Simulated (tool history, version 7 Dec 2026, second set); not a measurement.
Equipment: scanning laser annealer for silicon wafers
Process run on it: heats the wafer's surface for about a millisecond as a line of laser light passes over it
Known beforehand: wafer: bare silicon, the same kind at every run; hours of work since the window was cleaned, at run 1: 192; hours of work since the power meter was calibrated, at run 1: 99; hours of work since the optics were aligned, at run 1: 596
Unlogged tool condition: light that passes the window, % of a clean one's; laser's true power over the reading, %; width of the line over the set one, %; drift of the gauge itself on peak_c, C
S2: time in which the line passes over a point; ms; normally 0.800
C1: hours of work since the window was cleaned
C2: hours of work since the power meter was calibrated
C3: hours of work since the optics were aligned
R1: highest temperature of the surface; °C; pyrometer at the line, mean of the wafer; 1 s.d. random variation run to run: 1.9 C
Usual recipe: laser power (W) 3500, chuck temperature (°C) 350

Run 1, hour 0.0: usual settings; C1 192; C2 99; C3 596. Result: R1 1156 °C.
Run 2, hour 8.1: usual settings but S2 0.644 ms; C1 196; C2 103; C3 600. Result: R1 1064 °C.
Run 3, hour 13.9: usual settings but S2 0.644 ms; C1 199; C2 106; C3 603. Result: R1 1069 °C.
Run 4, hour 24.3: usual settings but S2 0.644 ms; C1 204; C2 111; C3 608. Result: R1 1063 °C.
Run 5, hour 36.3: usual settings but S2 0.644 ms; C1 210; C2 117; C3 614. Result: R1 1066 °C.
Run 6, hour 44.6: usual settings but chuck temperature (°C) 362; C1 214; C2 121; C3 618. Result: R1 1167 °C.
Run 7, hour 51.6: usual settings but chuck temperature (°C) 362; C1 217; C2 124; C3 621. Result: R1 1165 °C.
Run 8, hour 57.0: usual settings but chuck temperature (°C) 362; C1 220; C2 127; C3 624. Result: R1 1167 °C.
Run 9, hour 66.2: usual settings but chuck temperature (°C) 362; C1 224; C2 131; C3 628. Result: R1 1166 °C.
Run 10, hour 71.4: usual settings but chuck temperature (°C) 362; C1 227; C2 134; C3 631. Result: R1 1168 °C.
Run 11, hour 76.7: usual settings but chuck temperature (°C) 362; C1 230; C2 137; C3 633. Result: R1 1162 °C.
Run 12, hour 85.8: usual settings but chuck temperature (°C) 362; C1 234; C2 141; C3 638. Result: R1 1162 °C.
Run 13, hour 98.9: usual settings but chuck temperature (°C) 362; C1 240; C2 147; C3 644. Result: R1 1162 °C.
Run 14, hour 110.8: usual settings but laser power (W) 3138, S2 0.642 ms, chuck temperature (°C) 335; C1 246; C2 153; C3 650. Result: R1 951 °C.
Run 15, hour 121.5: usual settings but laser power (W) 3138, S2 0.733 ms, chuck temperature (°C) 323; C1 251; C2 158; C3 655. Result: R1 987 °C.
Run 16, hour 126.8: usual settings but laser power (W) 3364, S2 0.883 ms, chuck temperature (°C) 359; C1 254; C2 161; C3 658. Result: R1 1162 °C.
Run 17, hour 132.7: usual settings but laser power (W) 3364, S2 0.883 ms, chuck temperature (°C) 359; C1 257; C2 164; C3 661. Result: R1 1159 °C.
Run 18, hour 139.6: usual settings but laser power (W) 3132, chuck temperature (°C) 340; C1 260; C2 167; C3 664. Result: R1 1031 °C.
Run 19, hour 148.1: usual settings but laser power (W) 3223, chuck temperature (°C) 340; C1 264; C2 171; C3 668. Result: R1 1058 °C.
Run 20, hour 158.1: usual settings but laser power (W) 3223, chuck temperature (°C) 363; C1 269; C2 176; C3 673. Result: R1 1079 °C.
Run 21, hour 163.5: usual settings but laser power (W) 3325, S2 0.700 ms, chuck temperature (°C) 330; C1 271; C2 178; C3 675. Result: R1 1024 °C.
Run 22, hour 172.2: usual settings but laser power (W) 3330, S2 0.715 ms, chuck temperature (°C) 318; C1 276; C2 183; C3 680. Result: R1 1022 °C.
Run 23, hour 178.0: usual settings but laser power (W) 3712, S2 0.688 ms, chuck temperature (°C) 318; C1 279; C2 185; C3 682. Result: R1 1109 °C.
Run 24, hour 186.0: usual settings but laser power (W) 3712, S2 0.688 ms, chuck temperature (°C) 318; C1 282; C2 189; C3 686. Result: R1 1111 °C.
Run 25, hour 196.9: usual settings but laser power (W) 3712, S2 0.688 ms, chuck temperature (°C) 318; C1 288; C2 195; C3 692. Result: R1 1109 °C.

Below are 5 alternative next runs, each starting from the tool's condition after run 25. Predict each:
Run A, hour 207.3: usual settings but laser power (W) 3712, S2 0.812 ms, chuck temperature (°C) 311; C1 293; C2 200; C3 697. Result: R1 ?.
Run B, hour 207.3: usual settings but laser power (W) 3128, S2 0.928 ms, chuck temperature (°C) 344; C1 293; C2 200; C3 697. Result: R1 ?.
Run C, hour 207.3: usual settings but laser power (W) 3102, S2 0.699 ms, chuck temperature (°C) 374; C1 293; C2 200; C3 697. Result: R1 ?.
Run D, hour 207.3: usual settings but laser power (W) 3112, S2 0.607 ms, chuck temperature (°C) 376; C1 293; C2 200; C3 697. Result: R1 ?.
Run E, hour 207.3: usual settings but laser power (W) 3061, chuck temperature (°C) 323; C1 293; C2 200; C3 697. Result: R1 ?.

run    R1
  A  1178
  B  1090
  C  1005
  D   962
  E   989
What these runs would have given with no unlogged condition in the tool:
run    R1
  A  1224
  B  1129
  C  1038
  D   993
  E  1025

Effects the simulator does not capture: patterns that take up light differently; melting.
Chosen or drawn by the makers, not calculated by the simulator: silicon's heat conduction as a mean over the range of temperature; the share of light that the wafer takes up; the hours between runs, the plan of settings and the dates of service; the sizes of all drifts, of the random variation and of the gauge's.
